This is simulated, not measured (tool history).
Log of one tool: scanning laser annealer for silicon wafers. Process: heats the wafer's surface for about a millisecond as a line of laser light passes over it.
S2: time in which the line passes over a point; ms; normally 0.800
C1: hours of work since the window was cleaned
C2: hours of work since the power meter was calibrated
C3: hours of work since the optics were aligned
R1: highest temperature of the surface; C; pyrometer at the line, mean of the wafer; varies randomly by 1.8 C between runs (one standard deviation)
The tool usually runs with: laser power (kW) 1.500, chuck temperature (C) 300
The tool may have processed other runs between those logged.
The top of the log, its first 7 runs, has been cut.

run 8 hour=61.6 | laser_power_(kW)=1.500 S2=0.800 chuck_temperature_(C)=279 | C1=254 C2=301 C3=1360 | R1=976
run 9 hour=69.9 | laser_power_(kW)=1.500 S2=0.800 chuck_temperature_(C)=326 | C1=258 C2=305 C3=1364 | R1=1022
run 10 hour=82.2 | laser_power_(kW)=1.500 S2=0.800 chuck_temperature_(C)=326 | C1=265 C2=312 C3=1371 | R1=1020
run 11 hour=94.9 | laser_power_(kW)=1.500 S2=0.803 chuck_temperature_(C)=300 | C1=271 C2=318 C3=1377 | R1=996
run 12 hour=103.8 | laser_power_(kW)=1.500 S2=0.800 chuck_temperature_(C)=320 | C1=276 C2=323 C3=1382 | R1=1011
run 13 hour=116.5 | laser_power_(kW)=1.500 S2=0.800 chuck_temperature_(C)=320 | C1=283 C2=329 C3=1388 | R1=1013
run 14 hour=131.4 | laser_power_(kW)=1.500 S2=0.800 chuck_temperature_(C)=320 | C1=290 C2=337 C3=1396 | R1=1010
run 15 hour=141.7 | laser_power_(kW)=1.500 S2=0.800 chuck_temperature_(C)=320 | C1=296 C2=343 C3=1401 | R1=1011
run 16 hour=150.5 | laser_power_(kW)=1.500 S2=0.800 chuck_temperature_(C)=300 | C1=300 C2=347 C3=1406 | R1=991
run 17 hour=165.3 | laser_power_(kW)=1.500 S2=0.800 chuck_temperature_(C)=300 | C1=308 C2=355 C3=1414 | R1=991
run 18 hour=173.4 | laser_power_(kW)=1.500 S2=0.800 chuck_temperature_(C)=300 | C1=312 C2=359 C3=1418 | R1=992
run 19 hour=182.8 | laser_power_(kW)=1.500 S2=0.800 chuck_temperature_(C)=300 | C1=317 C2=364 C3=1423 | R1=993
run 20 hour=192.7 | laser_power_(kW)=1.500 S2=0.800 chuck_temperature_(C)=300 | C1=322 C2=369 C3=1428 | R1=989
run 21 hour=207.9 | laser_power_(kW)=1.500 S2=0.852 chuck_temperature_(C)=293 | C1=330 C2=377 C3=1436 | R1=1001
run 22 hour=221.8 | laser_power_(kW)=1.500 S2=0.852 chuck_temperature_(C)=293 | C1=337 C2=384 C3=1443 | R1=998
run 23 hour=230.7 | laser_power_(kW)=1.500 S2=0.852 chuck_temperature_(C)=292 | C1=342 C2=389 C3=1448 | R1=1000
run 24 hour=241.8 | laser_power_(kW)=1.500 S2=0.852 chuck_temperature_(C)=292 | C1=348 C2=394 C3=1453 | R1=996
run 25 hour=248.7 | laser_power_(kW)=1.379 S2=0.741 chuck_temperature_(C)=300 | C1=351 C2=398 C3=1457 | R1=915
run 26 hour=259.9 | laser_power_(kW)=1.500 S2=0.800 chuck_temperature_(C)=286 | C1=357 C2=404 C3=1463 | R1=974
run 27 hour=266.8 | laser_power_(kW)=1.480 S2=0.800 chuck_temperature_(C)=326 | C1=361 C2=407 C3=1466 | R1=1006
-- hour=272.6 optics aligned, line set to its width
run 28 hour=282.4 | laser_power_(kW)=1.480 S2=0.800 chuck_temperature_(C)=326 | C1=366 C2=413 C3=5 | R1=1003
run 29 hour=297.3 | laser_power_(kW)=1.500 S2=0.941 chuck_temperature_(C)=300 | C1=374 C2=421 C3=13 | R1=1029
run 30 hour=310.5 | laser_power_(kW)=1.440 S2=0.996 chuck_temperature_(C)=321 | C1=381 C2=427 C3=20 | R1=1041
run 31 hour=323.5 | laser_power_(kW)=1.490 S2=0.932 chuck_temperature_(C)=320 | C1=387 C2=434 C3=26 | R1=1040
run 32 hour=332.9 | laser_power_(kW)=1.314 S2=0.799 chuck_temperature_(C)=273 | C1=392 C2=439 C3=31 | R1=878

What will run 33 give?
run 33 hour=346.8 | laser_power_(kW)=1.361 S2=0.917 chuck_temperature_(C)=300 | C1=399 C2=446 C3=38 | R1=?

R1: 960 C
Take away the tool's hidden state, keep the run-to-run variation as it was, and the same run would have given R1 1009 C.
